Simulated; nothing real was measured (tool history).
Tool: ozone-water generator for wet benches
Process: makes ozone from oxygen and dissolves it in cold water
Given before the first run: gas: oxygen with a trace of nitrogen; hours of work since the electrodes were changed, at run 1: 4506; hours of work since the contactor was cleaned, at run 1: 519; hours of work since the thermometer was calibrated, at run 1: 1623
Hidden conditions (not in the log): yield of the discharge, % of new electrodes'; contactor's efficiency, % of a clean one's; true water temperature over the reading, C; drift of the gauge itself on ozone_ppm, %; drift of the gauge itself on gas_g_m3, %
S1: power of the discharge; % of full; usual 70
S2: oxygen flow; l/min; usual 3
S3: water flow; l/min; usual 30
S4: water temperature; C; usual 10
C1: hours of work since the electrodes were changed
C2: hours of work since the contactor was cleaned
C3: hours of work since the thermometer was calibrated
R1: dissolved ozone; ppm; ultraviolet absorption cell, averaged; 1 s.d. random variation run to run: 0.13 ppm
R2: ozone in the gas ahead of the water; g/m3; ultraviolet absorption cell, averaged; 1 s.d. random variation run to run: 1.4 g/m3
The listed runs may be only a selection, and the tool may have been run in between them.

run,hour,S1,S2,S3,S4,C1,C2,C3,R1,R2
1,0,70,3,30,10,4506,519,1623,13.2,231.3
2,105.6,70,3,30,10,4583,596,1700,13.3,227.1
3,191.7,70,3.28,30,10,4645,659,1762,13.7,219.7
4,331.4,70,3.28,30,10,4747,760,1864,13.8,220.2
5,470,70,3.28,30,10,4848,861,1965,13.4,221.3
6,652.8,48,2.05,39,10,4981,994,2098,6.6,215.8
7,774,70,3,30,7,5069,1082,2186,13.4,227.2
8,901.8,70,3.84,30,11,5162,1175,2279,14.3,205.8
9,1041.5,70,3.84,30,11,5264,1277,2381,14.2,205.3
10,1136.8,70,1.52,37,10,5333,1347,2450,7.1,291.7

Here are 3 independent what-if runs from the current tool condition. What would each one return?
A,1227.5,70,3,23,10,5399,1413,2516,?,?
B,1227.5,48,4.24,30,6,5399,1413,2516,?,?
C,1227.5,50,4.21,30,12,5399,1413,2516,?,?

run,R1,R2
A,17.7,225.8
B,12.6,163.5
C,12.3,167
Take away the tool's hidden state, keep each run's random variation, and the runs would have read:
run,R1,R2
A,20.2,253.9
B,14.1,179.6
C,13.8,184

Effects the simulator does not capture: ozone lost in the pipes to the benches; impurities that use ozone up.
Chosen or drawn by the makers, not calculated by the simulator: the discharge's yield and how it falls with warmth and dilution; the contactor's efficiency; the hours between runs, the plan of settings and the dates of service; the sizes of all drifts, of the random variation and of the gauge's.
